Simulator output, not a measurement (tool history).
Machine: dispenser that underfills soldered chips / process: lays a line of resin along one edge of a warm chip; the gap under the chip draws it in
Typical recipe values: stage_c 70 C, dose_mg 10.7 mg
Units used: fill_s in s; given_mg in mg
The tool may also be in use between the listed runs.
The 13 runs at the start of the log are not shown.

| run | hour | stage_c | dose_mg | fill_s | given_mg |
|---|---|---|---|---|---|
| 14 | 48.1 | 70 | 10.7 | 55.0 | 9.90 |
| 15 | 52.9 | 70 | 10.7 | 68.7 | 9.89 |
| 16 | 55.2 | 70 | 10.7 | 74.3 | 9.97 |
| 17 | 57.2 | 70 | 10.7 | 80.6 | 9.88 |
|  | 58.7 | new syringe of resin |
| 18 | 60.2 | 59 | 10.7 | 76.7 | 9.77 |
| 19 | 62.6 | 57 | 9.3 | 96.1 | 8.57 |
| 20 | 66.1 | 81 | 13.6 | 37.1 | 12.63 |
| 21 | 69.5 | 70 | 9.4 | 72.9 | 8.61 |
| 22 | 71.8 | 70 | 13.9 | 73.2 | 12.78 |
|  | 74.1 | new syringe of resin |
| 23 | 74.5 | 63 | 10.3 | 63.4 | 9.49 |
| 24 | 78.7 | 73 | 11.0 | 48.3 | 10.20 |
| 25 | 81.8 | 73 | 11.0 | 54.7 | 10.07 |
| 26 | 84.0 | 61 | 10.8 | 102.2 | 9.89 |
|  | 87.5 | dispensing valve cleaned and set on the balance |
| 27 | 88.5 | 70 | 11.5 | 78.0 | 11.51 |
|  | 90.3 | new syringe of resin |
| 28 | 91.3 | 79 | 11.2 | 31.7 | 11.08 |
| 29 | 93.4 | 79 | 11.2 | 33.8 | 11.05 |
| 30 | 96.1 | 79 | 11.2 | 38.9 | 11.15 |
| 31 | 98.1 | 57 | 13.8 | 103.9 | 13.71 |
| 32 | 101.5 | 57 | 13.8 | 118.9 | 13.68 |
|  | 105.6 | new syringe of resin |
| 33 | 105.6 | 77 | 11.2 | 33.6 | 11.12 |
| 34 | 110.3 | 77 | 9.4 | 43.0 | 9.33 |
| 35 | 114.9 | 77 | 10.9 | 49.6 | 10.73 |

Alternative continuations, all from the tool just after run 35; predict every row:
| A | 119.7 | 70 | 10.4 | ? | ? |
| B | 119.7 | 59 | 10.8 | ? | ? |
| C | 119.7 | 76 | 11.6 | ? | ? |
| D | 119.7 | 67 | 10.7 | ? | ? |
| E | 119.7 | 77 | 10.1 | ? | ? |

| run | fill_s | given_mg |
|---|---|---|
| A | 80.2 | 10.12 |
| B | 129.3 | 10.57 |
| C | 62.8 | 11.45 |
| D | 92.4 | 10.51 |
| E | 61.7 | 9.88 |
Had the tool no hidden state, the same runs would have come out as:
| run | fill_s | given_mg |
|---|---|---|
| A | 44.4 | 10.32 |
| B | 71.9 | 10.78 |
| C | 35.1 | 11.67 |
| D | 51.3 | 10.71 |
| E | 34.3 | 10.08 |
